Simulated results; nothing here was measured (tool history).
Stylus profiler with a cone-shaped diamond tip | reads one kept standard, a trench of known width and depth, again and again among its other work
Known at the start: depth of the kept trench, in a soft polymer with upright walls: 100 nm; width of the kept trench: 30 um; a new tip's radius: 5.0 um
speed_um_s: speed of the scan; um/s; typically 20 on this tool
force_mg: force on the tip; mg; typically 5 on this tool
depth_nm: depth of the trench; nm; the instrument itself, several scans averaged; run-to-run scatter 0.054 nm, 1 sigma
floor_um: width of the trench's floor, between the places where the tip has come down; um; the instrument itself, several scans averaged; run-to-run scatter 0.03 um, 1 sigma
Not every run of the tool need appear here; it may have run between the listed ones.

run,hour,speed_um_s,force_mg,depth_nm,floor_um
1,0,20,5,101.3,27.78
2,18.9,29,5,101.29,27.76
3,40.5,29,5,101.29,27.69
4,61.6,29,5,101.34,27.67
5,87.8,29,5,101.28,27.71
6,113.3,29,5,101.26,27.74
7,130.4,29,5,101.19,27.7
8,153.2,20,5,101.13,27.71
9,168.5,58,5,101.23,27.63
10,183.3,20,13.8,102.71,27.68
11,205.7,28,6.34,101.44,27.71
12,230,55,2.44,100.61,27.58
13,242.4,19,14.52,102.77,27.68
14,254.6,19,14.52,102.72,27.69
15,279.1,19,14.52,102.64,27.61
16,307.2,9,8.13,101.81,27.64
17,330.7,9,8.13,101.77,27.61

Run 18 is up next; what results do you expect?
18,350,14,5.02,?,?

depth_nm: 101.14 nm
floor_um: 27.63 um
With no hidden state in the tool, this same run would have given depth_nm 101.45 nm, floor_um 27.98 um.
